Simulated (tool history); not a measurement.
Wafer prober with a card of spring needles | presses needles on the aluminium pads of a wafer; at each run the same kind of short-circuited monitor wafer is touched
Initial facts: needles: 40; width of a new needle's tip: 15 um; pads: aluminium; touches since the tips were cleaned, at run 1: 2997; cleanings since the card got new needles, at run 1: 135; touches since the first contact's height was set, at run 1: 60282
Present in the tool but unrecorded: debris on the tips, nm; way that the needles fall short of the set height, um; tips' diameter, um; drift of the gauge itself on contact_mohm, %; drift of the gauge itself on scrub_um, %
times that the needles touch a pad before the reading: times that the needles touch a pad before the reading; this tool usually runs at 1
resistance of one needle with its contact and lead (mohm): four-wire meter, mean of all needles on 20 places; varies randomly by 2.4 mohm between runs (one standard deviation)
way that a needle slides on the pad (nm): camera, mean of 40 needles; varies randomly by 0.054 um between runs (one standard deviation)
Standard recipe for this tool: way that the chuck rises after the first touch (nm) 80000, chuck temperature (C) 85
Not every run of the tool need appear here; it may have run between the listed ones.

run,day,way that the chuck rises after the first touch (nm),chuck temperature (C),times that the needles touch a pad before the reading,touches since the tips were cleaned,cleanings since the card got new needles,touches since the first contact's height was set,resistance of one needle with its contact and lead (mohm),way that a needle slides on the pad (nm)
1,0,80000,85,1,2997,135,60282,321,17660
# day 0.117: tips cleaned on abrasive film
# day 0.667: tips cleaned on abrasive film
# day 1.179: tips cleaned on abrasive film
2,1.179,80000,78,1,0,138,68932,268,17640
# day 1.638: tips cleaned on abrasive film
# day 2.092: tips cleaned on abrasive film
# day 2.221: height of the first contact set anew
# day 2.671: tips cleaned on abrasive film
3,2.779,80000,78,1,784,141,4115,283,17950
# day 3.238: tips cleaned on abrasive film
# day 3.808: tips cleaned on abrasive film
4,3.883,80000,78,1,568,143,12264,289,18030
# day 4.342: tips cleaned on abrasive film
# day 4.912: tips cleaned on abrasive film
5,5.154,75000,85,1,1796,145,21641,315,16710
# day 5.383: tips cleaned on abrasive film
# day 5.912: tips cleaned on abrasive film
# day 6.483: tips cleaned on abrasive film
6,6.879,75000,85,1,2942,148,34345,333,16640
# day 6.996: tips cleaned on abrasive film
# day 7.542: tips cleaned on abrasive film
# day 8: tips cleaned on abrasive film
7,8.154,80000,85,1,1168,151,43735,299,17770
# day 8.488: tips cleaned on abrasive film
# day 9.058: tips cleaned on abrasive film
8,9.217,80000,85,1,1177,153,51546,298,17680
# day 9.562: tips cleaned on abrasive film
# day 10.112: tips cleaned on abrasive film
# day 10.671: tips cleaned on abrasive film
# day 11.196: tips cleaned on abrasive film
9,11.254,80000,85,1,437,157,66567,288,17680
# day 11.712: tips cleaned on abrasive film
# day 12.171: tips cleaned on abrasive film
10,12.317,80000,85,1,1073,159,74380,300,17630
# day 12.658: tips cleaned on abrasive film
# day 12.671: height of the first contact set anew
# day 13.208: tips cleaned on abrasive film
# day 13.767: tips cleaned on abrasive film
11,14.046,80000,85,1,2054,162,10134,308,17920
# day 14.262: tips cleaned on abrasive film
# day 14.833: tips cleaned on abrasive film
# day 15.329: tips cleaned on abrasive film
12,15.329,80000,85,1,0,165,19592,279,17870
# day 15.871: tips cleaned on abrasive film
# day 16.417: tips cleaned on abrasive film
# day 16.95: tips cleaned on abrasive film
13,17.208,80000,85,1,1915,168,33448,309,17750
# day 17.442: tips cleaned on abrasive film
# day 17.988: tips cleaned on abrasive film
14,18.408,80000,48,1,3131,170,42294,324,17780
# day 18.525: tips cleaned on abrasive film
# day 19.083: tips cleaned on abrasive film
# day 19.654: tips cleaned on abrasive film
15,20.033,80000,48,1,2831,173,54275,322,17650
# day 20.154: tips cleaned on abrasive film
# day 20.692: tips cleaned on abrasive film
# day 21.258: tips cleaned on abrasive film
16,21.429,84000,48,1,1279,176,64544,291,18460
# day 21.758: tips cleaned on abrasive film
# day 22.329: tips cleaned on abrasive film
# day 22.788: tips cleaned on abrasive film
# day 23.138: height of the first contact set anew
17,23.146,77000,46,2,2588,179,77,299,17310
# day 23.362: tips cleaned on abrasive film
# day 23.9: tips cleaned on abrasive film
18,24.333,78000,42,2,3239,181,8825,295,17470
# day 24.45: tips cleaned on abrasive film
# day 24.908: tips cleaned on abrasive film
# day 25.458: tips cleaned on abrasive film
# day 26.004: tips cleaned on abrasive film
19,26.279,78000,42,2,2058,185,23157,289,17490
# day 26.492: tips cleaned on abrasive film
# day 26.95: tips cleaned on abrasive film
# day 27.408: tips cleaned on abrasive film
# day 27.867: tips cleaned on abrasive film
20,27.946,78000,42,2,588,189,35388,275,17240
# day 28.375: tips cleaned on abrasive film
# day 28.921: tips cleaned on abrasive film
# day 29.379: tips cleaned on abrasive film
# day 29.95: tips cleaned on abrasive film
21,29.983,96000,42,2,233,193,50390,259,21280
# day 30.417: tips cleaned on abrasive film
# day 30.988: tips cleaned on abrasive film
22,31.325,96000,42,2,2525,195,60311,280,21200
# day 31.546: tips cleaned on abrasive film
# day 32: tips cleaned on abrasive film
# day 32.458: tips cleaned on abrasive film
23,32.842,80000,85,1,2836,198,71471,328,17570
# day 32.958: tips cleaned on abrasive film
# day 33.479: tips cleaned on abrasive film
# day 33.604: height of the first contact set anew
# day 34.058: tips cleaned on abrasive film
# day 34.517: tips cleaned on abrasive film
24,34.525,63000,114,1,67,202,6794,301,14140
# day 34.983: tips cleaned on abrasive film
# day 35.55: tips cleaned on abrasive film
# day 36.108: tips cleaned on abrasive film
# day 36.579: tips cleaned on abrasive film
25,36.579,63000,114,1,0,206,21905,294,13980
# day 37.133: tips cleaned on abrasive film
# day 37.7: tips cleaned on abrasive film
26,38.029,63000,114,1,2472,208,32626,364,14000
# day 38.262: tips cleaned on abrasive film
# day 38.829: tips cleaned on abrasive film
# day 39.288: tips cleaned on abrasive film
27,39.696,68000,53,3,3018,211,44888,294,15090
# day 39.812: tips cleaned on abrasive film
# day 40.271: tips cleaned on abrasive film
# day 40.812: tips cleaned on abrasive film
28,41.112,80000,77,1,2247,214,55330,316,17640

The logged runs with the hidden state left out (each run's random variation unchanged):
run,resistance of one needle with its contact and lead (mohm),way that a needle slides on the pad (nm)
1,267,17950
2,260,17990
3,260,17970
4,267,18090
5,267,16810
6,271,16810
7,266,18010
8,268,17960
9,270,18050
10,266,18040
11,265,17980
12,268,18000
13,265,17940
14,257,18020
15,256,17950
16,256,18820
17,261,17310
18,252,17510
19,254,17620
20,256,17450
21,250,21580
22,249,21550
23,265,17990
24,282,14190
25,276,14110
26,278,14180
27,255,15340
28,262,17960

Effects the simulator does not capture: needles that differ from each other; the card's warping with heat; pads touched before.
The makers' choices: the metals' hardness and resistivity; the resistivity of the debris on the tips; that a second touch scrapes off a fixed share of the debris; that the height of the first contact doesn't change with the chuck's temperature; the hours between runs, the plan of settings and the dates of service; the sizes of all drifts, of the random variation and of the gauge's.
